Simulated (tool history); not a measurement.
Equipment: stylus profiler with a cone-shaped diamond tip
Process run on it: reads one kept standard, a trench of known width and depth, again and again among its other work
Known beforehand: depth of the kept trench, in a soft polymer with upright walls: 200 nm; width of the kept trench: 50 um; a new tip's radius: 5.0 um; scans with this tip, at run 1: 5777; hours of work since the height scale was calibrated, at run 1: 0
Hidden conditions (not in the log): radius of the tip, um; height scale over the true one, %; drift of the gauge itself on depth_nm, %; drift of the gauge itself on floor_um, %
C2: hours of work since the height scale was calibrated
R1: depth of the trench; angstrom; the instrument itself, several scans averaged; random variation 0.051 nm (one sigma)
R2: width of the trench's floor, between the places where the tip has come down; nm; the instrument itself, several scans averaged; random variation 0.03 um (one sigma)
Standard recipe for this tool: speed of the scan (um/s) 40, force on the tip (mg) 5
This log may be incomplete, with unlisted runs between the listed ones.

{"run": 1, "hour": 0.0, "speed of the scan (um/s)": 40, "force on the tip (mg)": 5, "scans with this tip": 5777, "C2": 0, "R1": 2018.5, "R2": 46780}
{"run": 2, "hour": 40.5, "speed of the scan (um/s)": 40, "force on the tip (mg)": 5, "scans with this tip": 5953, "C2": 32, "R1": 2019.6, "R2": 46760}
{"run": 3, "hour": 116.5, "speed of the scan (um/s)": 40, "force on the tip (mg)": 5, "scans with this tip": 6282, "C2": 91, "R1": 2020.1, "R2": 46730}
{"run": 4, "hour": 188.5, "speed of the scan (um/s)": 116, "force on the tip (mg)": 5, "scans with this tip": 6595, "C2": 148, "R1": 2020.2, "R2": 46360}
{"run": 5, "hour": 235.3, "speed of the scan (um/s)": 95, "force on the tip (mg)": 5, "scans with this tip": 6798, "C2": 184, "R1": 2020.9, "R2": 46520}
{"run": 6, "hour": 274.9, "speed of the scan (um/s)": 95, "force on the tip (mg)": 5, "scans with this tip": 6970, "C2": 215, "R1": 2020.5, "R2": 46500}
{"run": 7, "hour": 311.4, "speed of the scan (um/s)": 105, "force on the tip (mg)": 5, "scans with this tip": 7128, "C2": 244, "R1": 2020.4, "R2": 46400}
{"run": 8, "hour": 344.7, "speed of the scan (um/s)": 97, "force on the tip (mg)": 5, "scans with this tip": 7273, "C2": 270, "R1": 2021.5, "R2": 46430}
{"run": 9, "hour": 417.4, "speed of the scan (um/s)": 22, "force on the tip (mg)": 2.66, "scans with this tip": 7588, "C2": 327, "R1": 2016.2, "R2": 46760}
{"run": 10, "hour": 486.1, "speed of the scan (um/s)": 125, "force on the tip (mg)": 7.42, "scans with this tip": 7887, "C2": 381, "R1": 2027.4, "R2": 46330}
{"run": 11, "hour": 548.6, "speed of the scan (um/s)": 46, "force on the tip (mg)": 13.36, "scans with this tip": 8158, "C2": 430, "R1": 2040, "R2": 46690}
{"run": 12, "hour": 589.8, "speed of the scan (um/s)": 25, "force on the tip (mg)": 2.72, "scans with this tip": 8337, "C2": 462, "R1": 2016.9, "R2": 46680}
{"run": 13, "hour": 639.2, "speed of the scan (um/s)": 25, "force on the tip (mg)": 2.72, "scans with this tip": 8551, "C2": 501, "R1": 2018.6, "R2": 46620}
{"run": 14, "hour": 694.9, "speed of the scan (um/s)": 145, "force on the tip (mg)": 2.12, "scans with this tip": 8793, "C2": 544, "R1": 2016.3, "R2": 45800}
{"run": 15, "hour": 749.4, "speed of the scan (um/s)": 11, "force on the tip (mg)": 8.16, "scans with this tip": 9029, "C2": 587, "R1": 2033, "R2": 46760}
{"run": 16, "hour": 794.5, "speed of the scan (um/s)": 136, "force on the tip (mg)": 6.07, "scans with this tip": 9225, "C2": 622, "R1": 2028.2, "R2": 46280}

5 ways to go on from here, each from the tool as it stands after run 16. What would each give?
{"run": "A", "hour": 866.0, "speed of the scan (um/s)": 12, "force on the tip (mg)": 2.73, "scans with this tip": 9535, "C2": 678, "R1": "?", "R2": "?"}
{"run": "B", "hour": 866.0, "speed of the scan (um/s)": 19, "force on the tip (mg)": 6.07, "scans with this tip": 9535, "C2": 678, "R1": "?", "R2": "?"}
{"run": "C", "hour": 866.0, "speed of the scan (um/s)": 69, "force on the tip (mg)": 4.14, "scans with this tip": 9535, "C2": 678, "R1": "?", "R2": "?"}
{"run": "D", "hour": 866.0, "speed of the scan (um/s)": 11, "force on the tip (mg)": 5, "scans with this tip": 9535, "C2": 678, "R1": "?", "R2": "?"}
{"run": "E", "hour": 866.0, "speed of the scan (um/s)": 21, "force on the tip (mg)": 5, "scans with this tip": 9535, "C2": 678, "R1": "?", "R2": "?"}

run=A R1=2018.4 R2=46730
run=B R1=2028.2 R2=46660
run=C R1=2023.2 R2=46390
run=D R1=2025.4 R2=46660
run=E R1=2024.4 R2=46670
Had the tool no hidden state, the same runs would have come out as:
run=A R1=2011.6 R2=47190
run=B R1=2021.4 R2=47120
run=C R1=2016.4 R2=46850
run=D R1=2018.6 R2=47110
run=E R1=2017.5 R2=47130
